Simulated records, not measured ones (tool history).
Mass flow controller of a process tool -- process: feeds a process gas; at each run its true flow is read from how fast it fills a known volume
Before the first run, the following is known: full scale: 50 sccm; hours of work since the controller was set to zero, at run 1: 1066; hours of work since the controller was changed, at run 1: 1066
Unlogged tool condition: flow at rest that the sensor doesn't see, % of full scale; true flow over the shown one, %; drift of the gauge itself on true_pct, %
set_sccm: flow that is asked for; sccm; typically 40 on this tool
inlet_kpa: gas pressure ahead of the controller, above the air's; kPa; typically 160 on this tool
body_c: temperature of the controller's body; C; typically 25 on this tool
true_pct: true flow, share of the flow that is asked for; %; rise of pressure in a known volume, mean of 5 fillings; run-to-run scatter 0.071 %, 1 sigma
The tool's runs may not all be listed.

run,day,set_sccm,inlet_kpa,body_c,hours of work since the controller was set to zero,hours of work since the controller was changed,true_pct
1,0.000,40,160,25,1066,1066,99.56
2,11.717,40,160,31,1185,1185,99.92
3,17.929,40,160,25,1248,1248,99.48
4,25.354,40,160,25,1324,1324,99.44
# day 26.058: controller's zero set anew
5,30.350,40,160,25,44,1374,99.33
6,36.004,40,160,25,101,1432,99.23
7,47.333,40,160,25,216,1547,99.27
8,55.221,40,160,25,296,1627,99.23
9,61.367,40,160,25,359,1689,99.17
10,73.254,40,160,25,480,1810,99.04
11,79.750,20,242,25,546,1876,98.06
# day 82.012: controller's zero set anew, once more
12,87.504,46,146,25,56,1955,99.56

Forecast each of these 5 alternatives for the next run:
A,94.621,40,209,27,128,2027,?
B,94.621,46,176,25,128,2027,?
C,94.621,40,151,25,128,2027,?
D,94.621,16,252,33,128,2027,?
E,94.621,39,160,25,128,2027,?

run,true_pct
A,99.41
B,99.55
C,99.43
D,99.08
E,99.37
With the hidden condition removed and each run's random variation left untouched, the same runs would have given:
run,true_pct
A,99.86
B,99.99
C,99.88
D,99.60
E,99.82

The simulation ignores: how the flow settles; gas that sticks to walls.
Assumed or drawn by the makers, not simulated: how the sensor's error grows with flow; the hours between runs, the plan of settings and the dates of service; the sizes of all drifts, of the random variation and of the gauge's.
